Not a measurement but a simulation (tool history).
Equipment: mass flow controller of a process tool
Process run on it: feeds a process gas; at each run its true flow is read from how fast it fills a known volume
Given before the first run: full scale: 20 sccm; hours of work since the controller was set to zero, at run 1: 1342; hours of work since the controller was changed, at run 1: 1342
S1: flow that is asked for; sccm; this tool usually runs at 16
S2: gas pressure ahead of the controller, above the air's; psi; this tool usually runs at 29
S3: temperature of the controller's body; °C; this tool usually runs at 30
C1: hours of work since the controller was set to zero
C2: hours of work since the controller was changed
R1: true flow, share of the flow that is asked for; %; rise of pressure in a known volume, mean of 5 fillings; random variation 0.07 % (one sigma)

| run | hour | S1 | S2 | S3 | C1 | C2 | R1 |
|---|---|---|---|---|---|---|---|
| 1 | 0 | 16 | 29 | 30 | 1342 | 1342 | 99.08 |
| 2 | 53.6 | 16 | 28.7 | 30 | 1375 | 1375 | 99.37 |
| 3 | 125.9 | 16 | 28.7 | 30 | 1418 | 1418 | 99.31 |
| 4 | 174.4 | 16 | 28.7 | 30 | 1448 | 1448 | 99.41 |
| 5 | 247.5 | 16 | 29 | 37 | 1492 | 1492 | 98.89 |
| 6 | 294.8 | 16 | 29 | 37 | 1520 | 1520 | 98.89 |
| 7 | 356 | 16 | 29 | 26 | 1557 | 1557 | 99.64 |
| 8 | 453.1 | 16 | 29 | 26 | 1616 | 1616 | 99.75 |
| 9 | 516.6 | 16 | 29 | 30 | 1654 | 1654 | 99.38 |
| 10 | 600.8 | 16 | 29 | 30 | 1705 | 1705 | 99.34 |
| 11 | 643.4 | 16 | 29 | 30 | 1731 | 1731 | 99.32 |
| 12 | 715.4 | 3 | 29 | 30 | 1774 | 1774 | 97.08 |
|  | 723.3 | controller's zero set anew |
| 13 | 808.1 | 4 | 31.6 | 21 | 51 | 1830 | 98.05 |
| 14 | 864.4 | 16 | 29 | 22 | 85 | 1864 | 100 |
| 15 | 950.7 | 16 | 36.5 | 40 | 137 | 1916 | 98.37 |

For run 16, what comes out?
| 16 | 992.1 | 11 | 38.6 | 30 | 162 | 1941 | ? |

R1: 98.43 %
Were there no unlogged condition in the tool, this run, its random variation unchanged, would have produced R1 98.53 %.

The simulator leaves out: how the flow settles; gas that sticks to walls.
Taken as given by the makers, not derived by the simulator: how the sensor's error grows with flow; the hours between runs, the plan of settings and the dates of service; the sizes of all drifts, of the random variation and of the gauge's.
